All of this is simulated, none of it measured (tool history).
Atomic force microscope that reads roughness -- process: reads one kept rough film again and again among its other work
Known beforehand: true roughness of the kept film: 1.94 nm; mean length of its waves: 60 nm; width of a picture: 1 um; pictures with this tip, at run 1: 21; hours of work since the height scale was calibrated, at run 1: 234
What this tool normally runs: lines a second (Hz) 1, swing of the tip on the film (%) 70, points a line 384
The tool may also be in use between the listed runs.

run,hour,lines a second (Hz),swing of the tip on the film (%),points a line,pictures with this tip,hours of work since the height scale was calibrated,roughness of the kept film (nm (root mean square))
1,0,1,70,384,21,234,1.844
2,7.3,1,70,384,36,240,1.831
3,13.5,1,70,384,48,245,1.825
4,20.5,1,70,384,62,250,1.813
5,28.1,1,70,395,77,256,1.83
6,35.8,1,64,384,93,262,1.835
7,44.7,1,64,384,110,269,1.845
8,52.7,1,59,384,126,275,1.823
9,60.9,1,59,384,143,281,1.819
10,69.4,1,70,818,160,288,1.801
11,74.5,1.29,70,384,170,292,1.795
12,82.4,1,70,643,185,298,1.791
13,86.9,1,57,384,194,302,1.825
14,93.4,1,59,384,207,307,1.822
15,100.8,1,70,384,222,312,1.782
16,108.4,1,70,398,237,318,1.79
17,113.1,1,70,384,247,322,1.765
18,121,1,70,384,262,328,1.766
19,128.3,1,83,384,277,334,1.734
# hour 136.4: new tip fitted
20,136.7,1.05,70,314,0,340,1.824
21,145.4,2.94,83,607,18,347,1.664
22,152.3,1,84,256,32,352,1.793
23,160.6,1,63,860,48,359,1.854
24,168.4,3.48,63,860,64,365,1.794
25,173.3,0.89,68,868,73,368,1.856

Estimate the outcome of run 26 from the log above:
26,181.1,0.94,77,678,89,374,?

Run 26 came out at roughness of the kept film (nm (root mean square)) 1.789.
With no hidden state in the tool, this same run would have given roughness of the kept film (nm (root mean square)) 1.816.
